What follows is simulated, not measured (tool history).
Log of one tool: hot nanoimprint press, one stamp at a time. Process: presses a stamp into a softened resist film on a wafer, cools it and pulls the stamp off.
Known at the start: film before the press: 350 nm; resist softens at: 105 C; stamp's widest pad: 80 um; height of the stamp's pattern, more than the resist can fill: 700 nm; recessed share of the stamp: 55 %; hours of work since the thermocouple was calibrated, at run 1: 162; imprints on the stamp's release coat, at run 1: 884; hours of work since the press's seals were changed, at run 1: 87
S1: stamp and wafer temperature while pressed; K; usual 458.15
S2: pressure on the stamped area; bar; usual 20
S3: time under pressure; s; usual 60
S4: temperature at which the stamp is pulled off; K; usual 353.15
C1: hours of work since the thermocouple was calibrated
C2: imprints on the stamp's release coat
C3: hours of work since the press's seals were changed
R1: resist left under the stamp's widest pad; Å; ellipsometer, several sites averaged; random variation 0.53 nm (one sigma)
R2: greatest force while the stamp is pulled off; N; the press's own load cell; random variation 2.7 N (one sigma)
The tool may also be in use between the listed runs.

run 1 hour=0 | S1=458.15 S2=20 S3=60 S4=353.15 | C1=162 C2=884 C3=87 | R1=1667 R2=178
run 2 hour=11.4 | S1=458.15 S2=20 S3=60 S4=347.15 | C1=167 C2=915 C3=92 | R1=1674 R2=188
run 3 hour=16.9 | S1=458.15 S2=20 S3=60 S4=347.15 | C1=169 C2=929 C3=94 | R1=1677 R2=191
run 4 hour=26.4 | S1=458.15 S2=20 S3=60 S4=353.15 | C1=173 C2=954 C3=98 | R1=1679 R2=180
run 5 hour=37 | S1=458.15 S2=20 S3=60 S4=353.15 | C1=178 C2=982 C3=103 | R1=1679 R2=176
run 6 hour=42.9 | S1=458.15 S2=20 S3=60 S4=353.15 | C1=180 C2=998 C3=105 | R1=1675 R2=181
run 7 hour=49.6 | S1=458.15 S2=21.6 S3=60 S4=353.15 | C1=183 C2=1015 C3=108 | R1=1622 R2=181
run 8 hour=57 | S1=458.15 S2=21.6 S3=60 S4=353.15 | C1=186 C2=1035 C3=111 | R1=1622 R2=180
run 9 hour=65.3 | S1=458.15 S2=21.6 S3=60 S4=353.15 | C1=189 C2=1057 C3=114 | R1=1615 R2=182
run 10 hour=74.2 | S1=451.15 S2=21.6 S3=31 S4=340.15 | C1=193 C2=1080 C3=118 | R1=2456 R2=221
run 11 hour=83.4 | S1=458.15 S2=20 S3=42 S4=353.15 | C1=197 C2=1105 C3=122 | R1=1900 R2=186
-- hour=87.4 plate thermocouple calibrated
run 12 hour=92.3 | S1=448.15 S2=20 S3=37 S4=353.15 | C1=2 C2=1120 C3=124 | R1=2633 R2=186
run 13 hour=98.2 | S1=467.15 S2=31.5 S3=42 S4=346.15 | C1=4 C2=1136 C3=127 | R1=1145 R2=200
run 14 hour=109.2 | S1=467.15 S2=31.5 S3=42 S4=346.15 | C1=9 C2=1165 C3=131 | R1=1146 R2=210
run 15 hour=122.2 | S1=458.15 S2=23.9 S3=88 S4=353.15 | C1=15 C2=1199 C3=137 | R1=1362 R2=195
run 16 hour=130.9 | S1=458.15 S2=23.9 S3=40 S4=345.15 | C1=18 C2=1222 C3=140 | R1=1803 R2=212

Run 17 comes next. What will it give?
run 17 hour=143.1 | S1=467.15 S2=21.5 S3=60 S4=353.15 | C1=23 C2=1254 C3=146 | R1=? R2=?

R1: 1237 Å
R2: 195 N
Without the tool's hidden state the same run would have given R1 1182 Å, R2 123 N.
